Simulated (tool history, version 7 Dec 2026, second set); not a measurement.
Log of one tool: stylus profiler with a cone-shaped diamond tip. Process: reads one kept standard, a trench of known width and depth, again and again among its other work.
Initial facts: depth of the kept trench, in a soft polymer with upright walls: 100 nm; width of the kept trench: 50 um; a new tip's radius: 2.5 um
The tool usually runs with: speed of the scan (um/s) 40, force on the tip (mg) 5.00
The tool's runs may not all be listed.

run,day,speed of the scan (um/s),force on the tip (mg),depth of the trench (Å),width of the trench's floor (um)
1,0.000,40,5.00,1014.2,48.56
2,0.417,40,5.00,1015.2,48.53
3,0.983,40,5.00,1014.9,48.46
4,1.692,40,4.71,1014.0,48.55
5,2.288,40,4.71,1014.5,48.61
6,2.842,40,4.71,1014.2,48.55
7,3.158,10,4.71,1014.1,48.56
8,3.838,10,4.71,1014.8,48.57
9,4.208,102,9.49,1022.3,48.48
10,4.925,43,2.04,1008.0,48.44
11,5.558,150,11.55,1026.2,48.37
12,6.275,146,1.80,1007.7,48.13
13,6.846,71,6.14,1017.1,48.52
14,7.604,71,6.14,1017.1,48.42
15,8.017,15,7.62,1019.5,48.56
16,8.338,40,2.21,1008.5,48.50

What if the next run were any one of these 3? Each begins from the tool's condition after run 16:
A,8.842,50,8.05,?,?
B,8.842,59,4.75,?,?
C,8.842,40,7.33,?,?

run,depth of the trench (Å),width of the trench's floor (um)
A,1020.2,48.56
B,1014.1,48.47
C,1019.2,48.52
Without the tool's unlogged condition, the same runs would have read:
run,depth of the trench (Å),width of the trench's floor (um)
A,1020.1,48.56
B,1014.1,48.48
C,1019.2,48.53

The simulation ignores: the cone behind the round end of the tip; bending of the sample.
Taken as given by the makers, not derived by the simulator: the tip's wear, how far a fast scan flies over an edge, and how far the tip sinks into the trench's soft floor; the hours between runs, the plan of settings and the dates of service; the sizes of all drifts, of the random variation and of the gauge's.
